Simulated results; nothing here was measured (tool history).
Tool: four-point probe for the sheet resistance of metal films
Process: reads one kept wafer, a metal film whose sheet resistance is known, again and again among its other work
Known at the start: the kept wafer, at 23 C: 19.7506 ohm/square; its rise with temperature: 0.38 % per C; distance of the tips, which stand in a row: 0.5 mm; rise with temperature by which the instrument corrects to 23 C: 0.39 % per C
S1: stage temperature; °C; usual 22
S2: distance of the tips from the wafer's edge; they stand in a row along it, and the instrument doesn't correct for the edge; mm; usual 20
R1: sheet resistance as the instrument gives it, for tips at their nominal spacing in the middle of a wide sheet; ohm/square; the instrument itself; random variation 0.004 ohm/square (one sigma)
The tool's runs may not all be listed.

run 1 hour=0.0 | S1=22 S2=20 | R1=19.753038
run 2 hour=10.9 | S1=22 S2=20 | R1=19.761867
run 3 hour=25.6 | S1=22 S2=64 | R1=19.741703
run 4 hour=38.8 | S1=22 S2=19 | R1=19.757094
run 5 hour=52.1 | S1=20 S2=20 | R1=19.760007
run 6 hour=63.7 | S1=20 S2=20 | R1=19.759610
run 7 hour=75.3 | S1=22 S2=20 | R1=19.757224
run 8 hour=88.8 | S1=18 S2=20 | R1=19.764181
run 9 hour=97.6 | S1=18 S2=56 | R1=19.758077
run 10 hour=111.8 | S1=22 S2=41 | R1=19.760595
run 11 hour=126.6 | S1=22 S2=15 | R1=19.756742
run 12 hour=138.5 | S1=23 S2=51 | R1=19.753949
run 13 hour=147.8 | S1=28 S2=5 | R1=19.845442
run 14 hour=159.6 | S1=27 S2=4 | R1=19.907062
run 15 hour=174.8 | S1=34 S2=16 | R1=19.751752
run 16 hour=189.7 | S1=34 S2=16 | R1=19.748319
run 17 hour=201.0 | S1=23 S2=27 | R1=19.755404
run 18 hour=216.4 | S1=23 S2=27 | R1=19.750434
run 19 hour=224.8 | S1=23 S2=11 | R1=19.774189
run 20 hour=236.0 | S1=23 S2=5 | R1=19.856617
run 21 hour=250.7 | S1=24 S2=20 | R1=19.757868
run 22 hour=266.1 | S1=25 S2=23 | R1=19.745022

Forecast each of these 4 alternatives for the next run:
run A hour=278.7 | S1=25 S2=16 | R1=?
run B hour=278.7 | S1=34 S2=23 | R1=?
run C hour=278.7 | S1=19 S2=12 | R1=?
run D hour=278.7 | S1=27 S2=12 | R1=?

run=A R1=19.758331
run=B R1=19.738675
run=C R1=19.769971
run=D R1=19.758418
Without the tool's hidden state the same runs would have given:
run=A R1=19.759656
run=B R1=19.739990
run=C R1=19.771302
run=D R1=19.759741
